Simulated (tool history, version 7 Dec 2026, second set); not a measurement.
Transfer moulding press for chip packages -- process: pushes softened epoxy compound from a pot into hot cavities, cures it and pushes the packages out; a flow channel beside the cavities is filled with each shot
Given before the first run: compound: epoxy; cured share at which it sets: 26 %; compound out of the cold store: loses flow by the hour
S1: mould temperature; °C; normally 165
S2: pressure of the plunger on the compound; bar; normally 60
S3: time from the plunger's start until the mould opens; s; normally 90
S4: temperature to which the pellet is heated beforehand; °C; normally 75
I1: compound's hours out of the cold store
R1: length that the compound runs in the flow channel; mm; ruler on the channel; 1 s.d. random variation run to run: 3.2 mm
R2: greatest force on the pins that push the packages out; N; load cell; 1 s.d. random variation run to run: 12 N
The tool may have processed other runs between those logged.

{"run": 1, "day": 0.0, "S1": 165, "S2": 60, "S3": 90, "S4": 75, "I1": 32.6, "R1": 656, "R2": 688}
{"day": 0.846, "done": "mould's thermocouples calibrated"}
{"run": 2, "day": 1.212, "S1": 165, "S2": 60, "S3": 107, "S4": 75, "I1": 36.4, "R1": 643, "R2": 613}
{"run": 3, "day": 2.646, "S1": 165, "S2": 60, "S3": 107, "S4": 75, "I1": 39.9, "R1": 637, "R2": 688}
{"day": 3.062, "done": "cavities cleaned with cleaning compound and waxed"}
{"run": 4, "day": 3.638, "S1": 165, "S2": 60, "S3": 90, "S4": 75, "I1": 34.8, "R1": 648, "R2": 980}
{"day": 4.517, "done": "plunger's sealing rings changed"}
{"run": 5, "day": 4.675, "S1": 165, "S2": 60, "S3": 90, "S4": 75, "I1": 12.3, "R1": 716, "R2": 992}
{"run": 6, "day": 5.433, "S1": 165, "S2": 60, "S3": 90, "S4": 75, "I1": 31, "R1": 667, "R2": 935}
{"day": 6.608, "done": "cavities cleaned with cleaning compound and waxed"}
{"run": 7, "day": 6.9, "S1": 165, "S2": 60, "S3": 90, "S4": 75, "I1": 9.8, "R1": 714, "R2": 654}
{"run": 8, "day": 7.712, "S1": 165, "S2": 60, "S3": 90, "S4": 81, "I1": 29.7, "R1": 668, "R2": 700}
{"run": 9, "day": 8.554, "S1": 165, "S2": 60, "S3": 90, "S4": 81, "I1": 45.8, "R1": 633, "R2": 774}
{"day": 9.554, "done": "cavities cleaned with cleaning compound and waxed, once more"}
{"run": 10, "day": 9.692, "S1": 165, "S2": 60, "S3": 90, "S4": 81, "I1": 31.1, "R1": 664, "R2": 595}
{"run": 11, "day": 11.054, "S1": 165, "S2": 60, "S3": 90, "S4": 81, "I1": 41, "R1": 640, "R2": 712}
{"run": 12, "day": 12.154, "S1": 165, "S2": 60, "S3": 90, "S4": 75, "I1": 15.4, "R1": 690, "R2": 821}
{"day": 13.0, "done": "cavities cleaned with cleaning compound and waxed"}
{"run": 13, "day": 13.129, "S1": 165, "S2": 60, "S3": 90, "S4": 75, "I1": 42, "R1": 640, "R2": 609}
{"run": 14, "day": 13.746, "S1": 165, "S2": 60, "S3": 90, "S4": 75, "I1": 29.1, "R1": 661, "R2": 682}
{"run": 15, "day": 14.704, "S1": 163, "S2": 60, "S3": 90, "S4": 75, "I1": 8.1, "R1": 713, "R2": 912}
{"run": 16, "day": 15.808, "S1": 163, "S2": 60, "S3": 90, "S4": 72, "I1": 47.6, "R1": 628, "R2": 897}
{"day": 16.525, "done": "cavities cleaned with cleaning compound and waxed"}
{"run": 17, "day": 16.546, "S1": 165, "S2": 45.3, "S3": 92, "S4": 75, "I1": 23.1, "R1": 578, "R2": 572}
{"run": 18, "day": 17.85, "S1": 165, "S2": 45.3, "S3": 92, "S4": 75, "I1": 43.4, "R1": 540, "R2": 724}
{"day": 18.054, "done": "plunger's sealing rings changed"}
{"run": 19, "day": 19.075, "S1": 164, "S2": 60, "S3": 117, "S4": 75, "I1": 37.7, "R1": 658, "R2": 627}
{"run": 20, "day": 19.988, "S1": 166, "S2": 60, "S3": 90, "S4": 75, "I1": 20.8, "R1": 689, "R2": 806}
{"day": 20.117, "done": "cavities cleaned with cleaning compound and waxed"}
{"run": 21, "day": 21.292, "S1": 170, "S2": 66.5, "S3": 98, "S4": 75, "I1": 18.7, "R1": 718, "R2": 541}
{"day": 22.117, "done": "mould's thermocouples calibrated"}
{"run": 22, "day": 22.321, "S1": 165, "S2": 60, "S3": 85, "S4": 73, "I1": 13.8, "R1": 707, "R2": 947}
{"run": 23, "day": 23.042, "S1": 165, "S2": 60, "S3": 85, "S4": 73, "I1": 47.7, "R1": 631, "R2": 943}
{"day": 23.633, "done": "cavities cleaned with cleaning compound and waxed"}
{"run": 24, "day": 23.8, "S1": 172, "S2": 60, "S3": 85, "S4": 67, "I1": 47.4, "R1": 618, "R2": 481}
{"run": 25, "day": 24.679, "S1": 165, "S2": 72.3, "S3": 90, "S4": 75, "I1": 14.4, "R1": 764, "R2": 739}
{"run": 26, "day": 25.267, "S1": 165, "S2": 60, "S3": 114, "S4": 70, "I1": 47.1, "R1": 630, "R2": 587}
{"run": 27, "day": 25.908, "S1": 165, "S2": 60, "S3": 105, "S4": 75, "I1": 44.6, "R1": 634, "R2": 651}
{"day": 27.108, "done": "cavities cleaned with cleaning compound and waxed"}
{"run": 28, "day": 27.108, "S1": 165, "S2": 60, "S3": 122, "S4": 72, "I1": 10.7, "R1": 706, "R2": 444}

Here are 3 independent what-if runs from the current tool condition. What would each one return?
{"run": "A", "day": 28.35, "S1": 171, "S2": 60, "S3": 122, "S4": 75, "I1": 22.8, "R1": "?", "R2": "?"}
{"run": "B", "day": 28.35, "S1": 165, "S2": 60, "S3": 81, "S4": 72, "I1": 11.4, "R1": "?", "R2": "?"}
{"run": "C", "day": 28.35, "S1": 165, "S2": 60, "S3": 105, "S4": 69, "I1": 27.3, "R1": "?", "R2": "?"}

run=A R1=662 R2=535
run=B R1=703 R2=1010
run=C R1=661 R2=612
The same runs, with their run-to-run variation unchanged, on a tool lacking any hidden condition would have given:
run=A R1=677 R2=420
run=B R1=719 R2=772
run=C R1=676 R2=474
